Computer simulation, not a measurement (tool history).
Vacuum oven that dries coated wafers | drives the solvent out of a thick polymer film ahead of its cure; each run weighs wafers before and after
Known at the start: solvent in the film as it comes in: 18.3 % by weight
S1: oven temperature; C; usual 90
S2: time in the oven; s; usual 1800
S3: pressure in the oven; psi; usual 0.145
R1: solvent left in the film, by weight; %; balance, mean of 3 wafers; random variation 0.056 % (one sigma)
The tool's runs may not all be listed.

Run 1, hour 0.0: usual settings. Result: R1 2.47 %.
At hour 26.6: oven's thermocouples calibrated.
Run 2, hour 67.9: usual settings. Result: R1 2.59 %.
Run 3, hour 124.2: usual settings but S1 101 C. Result: R1 1.31 %.
Run 4, hour 172.0: usual settings but S1 101 C. Result: R1 1.33 %.
Run 5, hour 220.9: usual settings but S3 0.122 psi. Result: R1 2.40 %.
Run 6, hour 282.3: usual settings but S3 0.122 psi. Result: R1 2.25 %.
Run 7, hour 325.0: usual settings but S3 0.418 psi. Result: R1 5.52 %.
Run 8, hour 357.5: usual settings but S3 0.418 psi. Result: R1 5.58 %.
Run 9, hour 402.6: usual settings but S3 0.418 psi. Result: R1 5.62 %.
Run 10, hour 440.7: usual settings but S3 0.418 psi. Result: R1 5.50 %.
Run 11, hour 499.0: usual settings. Result: R1 2.57 %.
Run 12, hour 556.4: usual settings. Result: R1 2.65 %.
Run 13, hour 623.2: usual settings. Result: R1 2.57 %.
Run 14, hour 686.3: usual settings. Result: R1 2.50 %.
Run 15, hour 714.7: usual settings. Result: R1 2.54 %.
Run 16, hour 779.4: usual settings. Result: R1 2.60 %.
Run 17, hour 833.4: usual settings. Result: R1 2.52 %.
Run 18, hour 876.5: usual settings. Result: R1 2.55 %.
Run 19, hour 934.6: usual settings. Result: R1 2.54 %.
At hour 964.0: oven's thermocouples calibrated.
Run 20, hour 989.6: usual settings. Result: R1 2.60 %.
Run 21, hour 1050.6: usual settings. Result: R1 2.58 %.
Run 22, hour 1104.2: usual settings. Result: R1 2.52 %.
Run 23, hour 1158.4: usual settings. Result: R1 2.60 %.
Run 24, hour 1212.1: usual settings. Result: R1 2.63 %.
Run 25, hour 1261.1: usual settings. Result: R1 2.55 %.
Run 26, hour 1294.1: usual settings. Result: R1 2.56 %.
Run 27, hour 1321.0: usual settings but S1 78 C, S2 2100 s, S3 0.083 psi. Result: R1 3.66 %.
Run 28, hour 1376.2: usual settings but S2 960 s, S3 0.146 psi. Result: R1 4.76 %.
Run 29, hour 1438.2: usual settings but S1 101 C, S3 0.197 psi. Result: R1 1.67 %.
Run 30, hour 1492.2: usual settings but S1 75 C, S2 1080 s, S3 0.249 psi. Result: R1 9.60 %.
Run 31, hour 1548.6: usual settings but S1 75 C, S2 1080 s, S3 0.249 psi. Result: R1 9.85 %.
Run 32, hour 1599.6: usual settings but S1 75 C, S2 1080 s, S3 0.249 psi. Result: R1 9.74 %.
Run 33, hour 1644.1: usual settings but S1 75 C, S2 1080 s, S3 0.249 psi. Result: R1 9.75 %.
Run 34, hour 1673.2: usual settings but S2 1740 s, S3 0.173 psi. Result: R1 3.04 %.
Run 35, hour 1716.3: usual settings but S2 1740 s, S3 0.225 psi. Result: R1 3.62 %.
Run 36, hour 1750.4: usual settings but S1 86 C, S2 1740 s, S3 0.471 psi. Result: R1 7.39 %.
Run 37, hour 1804.7: usual settings but S1 80 C, S2 3120 s. Result: R1 3.08 %.
Run 38, hour 1841.3: usual settings but S1 85 C, S2 1260 s, S3 0.542 psi. Result: R1 9.50 %.
Run 39, hour 1896.5: usual settings but S1 83 C, S2 1980 s, S3 0.381 psi. Result: R1 6.87 %.
At hour 1901.4: oven's thermocouples calibrated.
Run 40, hour 1960.4: usual settings but S1 101 C, S2 2160 s, S3 0.164 psi. Result: R1 1.31 %.
Run 41, hour 1993.8: usual settings but S1 97 C, S3 0.354 psi. Result: R1 3.48 %.
Run 42, hour 2047.9: usual settings but S1 97 C, S2 2100 s, S3 0.202 psi. Result: R1 2.08 %.
Run 43, hour 2101.2: usual settings but S1 76 C, S2 2460 s. Result: R1 4.60 %.
Run 44, hour 2134.6: usual settings but S1 76 C, S2 2460 s. Result: R1 4.53 %.
Run 45, hour 2175.3: usual settings but S1 103 C, S2 2880 s, S3 0.426 psi. Result: R1 3.03 %.
Run 46, hour 2221.7: usual settings but S1 81 C, S2 1380 s, S3 0.097 psi. Result: R1 4.86 %.
Run 47, hour 2266.5: usual settings but S1 81 C, S2 1380 s, S3 0.116 psi. Result: R1 5.21 %.

Forecast each of these 3 alternatives for the next run:
At hour 2319.3: vacuum gauge cleaned of residue and calibrated.
Run A, hour 2327.8: usual settings but S1 76 C, S2 900 s, S3 0.088 psi. Result: R1 ?.
At hour 2319.3: vacuum gauge cleaned of residue and calibrated.
Run B, hour 2327.8: usual settings but S2 960 s, S3 0.468 psi. Result: R1 ?.
At hour 2319.3: vacuum gauge cleaned of residue and calibrated.
Run C, hour 2327.8: usual settings but S2 1500 s, S3 0.218 psi. Result: R1 ?.

run    R1
  A  8.05
  B  7.92
  C  3.81
Without the tool's hidden state the same runs would have given:
run    R1
  A  8.05
  B  7.93
  C  3.81
